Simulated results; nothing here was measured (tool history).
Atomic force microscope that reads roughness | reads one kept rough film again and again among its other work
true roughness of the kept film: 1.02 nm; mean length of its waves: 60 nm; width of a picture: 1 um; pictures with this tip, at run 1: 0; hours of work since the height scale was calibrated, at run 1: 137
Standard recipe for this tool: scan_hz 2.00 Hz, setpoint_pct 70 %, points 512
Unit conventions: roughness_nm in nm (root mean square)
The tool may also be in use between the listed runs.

run   hour  scan_hz  setpoint_pct  points  pictures with this tip  hours of work since the height scale was calibrated  roughness_nm
  1    0.0     2.00            70     512                       0                                                  137         0.907
  2   23.5     2.00            70     397                      23                                                  149         0.910
  3   49.4     1.71            70     512                      47                                                  162         0.916
  4   77.5     2.00            70     512                      74                                                  176         0.904
  5  106.6     2.00            70     512                     102                                                  190         0.898
  6  131.6     2.00            70     512                     125                                                  203         0.901
     144.9  -- new tip fitted
  7  156.1     2.00            70     512                      11                                                  215         0.907
  8  182.4     2.00            70     512                      36                                                  228         0.905
  9  202.6     2.00            70     512                      55                                                  238         0.903
 10  226.2     1.51            70     512                      78                                                  250         0.928
 11  247.3     2.00            77     512                      98                                                  260         0.857
 12  264.4     2.00            60     512                     114                                                  269         0.942
 13  285.1     2.00            70     512                     134                                                  279         0.900
     290.4  -- new tip fitted
 14  315.0     2.00            70     512                      23                                                  294         0.906
 15  338.4     2.00            70     512                      46                                                  306         0.905
 16  364.1     2.00            74     512                      70                                                  319         0.879
 17  381.7     2.13            70     512                      87                                                  327         0.897
 18  400.6     2.13            70     512                     105                                                  337         0.893
     403.6  -- height scale calibrated on a step standard
 19  423.7     2.13            70     512                     126                                                   10         0.892
     435.8  -- new tip fitted
 20  437.1     2.13            70     512                       1                                                   17         0.899
 21  458.6     2.13            70     549                      21                                                   27         0.896
 22  481.3     2.13            64     564                      43                                                   39         0.928
 23  499.7     2.00            58     512                      60                                                   48         0.953
 24  518.0     0.96            70     338                      78                                                   57         0.945
 25  541.1     0.96            70     338                     100                                                   69         0.945
     554.3  -- height scale calibrated on a step standard, once more
 26  568.8     2.27            59     540                     125                                                    7         0.941
     582.0  -- new tip fitted
 27  594.5     0.83            59     903                      12                                                   20         0.987
 28  612.6     0.96            59     903                      29                                                   29         0.983
 29  628.1     0.83            84     512                      44                                                   37         0.922
 30  642.5     2.00            70     333                      57                                                   44         0.902
 31  660.8     2.00            70     333                      75                                                   53         0.899
 32  684.0     2.00            78     333                      97                                                   65         0.858
 33  700.9     2.00            78     333                     113                                                   73         0.854
     726.4  -- new tip fitted
 34  726.4     0.82            70     512                       0                                                   86         0.968
 35  753.5     0.56            70     502                      25                                                   99         0.979
 36  776.2     1.47            81     384                      47                                                  111         0.875
 37  791.2     1.44            77     488                      61                                                  118         0.901
 38  806.3     1.22            65     266                      76                                                  126         0.953
 39  834.1     1.22            65     266                     102                                                  139         0.953
 40  862.9     2.31            70     426                     129                                                  154         0.886
     872.0  -- new tip fitted
 41  893.3     1.23            84     485                      21                                                  169         0.880

What if the next run were any one of these 3? Each begins from the tool's condition after run 41:
  A  921.5     1.23            59     485                      47                                                  183             ?
  B  921.5     2.00            63     512                      47                                                  183             ?
  C  921.5     1.23            84     517                      47                                                  183             ?

run  roughness_nm
  A         0.975
  B         0.938
  C         0.880
The same runs, with their run-to-run variation unchanged, on a tool lacking any hidden condition would have given:
run  roughness_nm
  A         0.980
  B         0.942
  C         0.884
